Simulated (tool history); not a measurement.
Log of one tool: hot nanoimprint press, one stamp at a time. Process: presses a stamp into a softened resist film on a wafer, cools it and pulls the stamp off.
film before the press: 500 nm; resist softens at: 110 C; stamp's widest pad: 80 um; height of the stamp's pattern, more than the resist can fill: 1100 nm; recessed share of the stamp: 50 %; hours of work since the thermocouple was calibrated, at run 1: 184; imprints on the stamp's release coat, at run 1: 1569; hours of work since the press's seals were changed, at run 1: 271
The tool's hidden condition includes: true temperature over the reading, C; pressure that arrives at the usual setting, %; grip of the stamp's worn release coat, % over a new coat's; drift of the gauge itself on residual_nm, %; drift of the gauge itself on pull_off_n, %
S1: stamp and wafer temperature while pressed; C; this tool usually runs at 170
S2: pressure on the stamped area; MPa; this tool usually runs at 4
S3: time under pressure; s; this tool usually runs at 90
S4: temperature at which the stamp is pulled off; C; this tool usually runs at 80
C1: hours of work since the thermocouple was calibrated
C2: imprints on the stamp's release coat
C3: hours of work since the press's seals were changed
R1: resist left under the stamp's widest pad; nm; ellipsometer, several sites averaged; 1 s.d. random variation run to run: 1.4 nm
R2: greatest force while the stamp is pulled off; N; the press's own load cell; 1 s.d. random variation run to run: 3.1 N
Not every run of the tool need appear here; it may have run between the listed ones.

run 1 hour=0 | S1=170 S2=4 S3=90 S4=80 | C1=184 C2=1569 C3=271 | R1=224.3 R2=177
-- hour=20.4 stamp cleaned and given a new release coat
run 2 hour=40.6 | S1=170 S2=4 S3=90 S4=80 | C1=211 C2=70 C3=297 | R1=225.3 R2=149
run 3 hour=61.1 | S1=170 S2=4 S3=90 S4=74 | C1=227 C2=141 C3=313 | R1=221.8 R2=176
run 4 hour=97.3 | S1=170 S2=2.55 S3=90 S4=80 | C1=254 C2=267 C3=341 | R1=281.5 R2=144
-- hour=117.7 plate thermocouple calibrated
run 5 hour=120.6 | S1=170 S2=4 S3=78 S4=80 | C1=2 C2=337 C3=356 | R1=234.1 R2=154
run 6 hour=151.6 | S1=170 S2=4 S3=78 S4=80 | C1=26 C2=445 C3=380 | R1=235.7 R2=156
run 7 hour=184.8 | S1=170 S2=4 S3=78 S4=80 | C1=51 C2=560 C3=405 | R1=234.7 R2=152
run 8 hour=209.6 | S1=170 S2=4 S3=78 S4=80 | C1=70 C2=646 C3=424 | R1=236.7 R2=163
run 9 hour=233.6 | S1=170 S2=2.99 S3=90 S4=80 | C1=88 C2=730 C3=442 | R1=260.9 R2=162
run 10 hour=267.7 | S1=170 S2=4 S3=90 S4=80 | C1=115 C2=848 C3=469 | R1=224.2 R2=162
run 11 hour=303.6 | S1=170 S2=4 S3=90 S4=80 | C1=142 C2=973 C3=496 | R1=226.2 R2=167
run 12 hour=335.2 | S1=170 S2=4 S3=63 S4=80 | C1=166 C2=1082 C3=520 | R1=256 R2=164
run 13 hour=372.3 | S1=170 S2=4 S3=90 S4=66 | C1=194 C2=1211 C3=548 | R1=228.3 R2=228
run 14 hour=402.6 | S1=170 S2=4 S3=134 S4=66 | C1=217 C2=1316 C3=571 | R1=198.7 R2=225
run 15 hour=435.5 | S1=170 S2=4 S3=134 S4=66 | C1=243 C2=1431 C3=597 | R1=200.2 R2=237
-- hour=469.2 plate thermocouple calibrated
run 16 hour=477.1 | S1=170 S2=4 S3=90 S4=71 | C1=6 C2=1565 C3=626 | R1=227.5 R2=215
-- hour=499.6 stamp cleaned and given a new release coat
run 17 hour=499.7 | S1=170 S2=3.34 S3=51 S4=80 | C1=19 C2=0 C3=639 | R1=295.6 R2=149
run 18 hour=537.7 | S1=177 S2=2.56 S3=69 S4=80 | C1=48 C2=132 C3=668 | R1=238.7 R2=147
run 19 hour=567.3 | S1=177 S2=2.56 S3=69 S4=80 | C1=70 C2=235 C3=690 | R1=237.2 R2=151

Expected results for the next run?
run 20 hour=608.2 | S1=165 S2=3.55 S3=69 S4=87 | C1=102 C2=377 C3=722 | R1=? R2=?

Run 20 came out at R1 318.2 nm, R2 129 N.
Minus the tool's unlogged condition, the same run would have read R1 310.6 nm, R2 123 N.
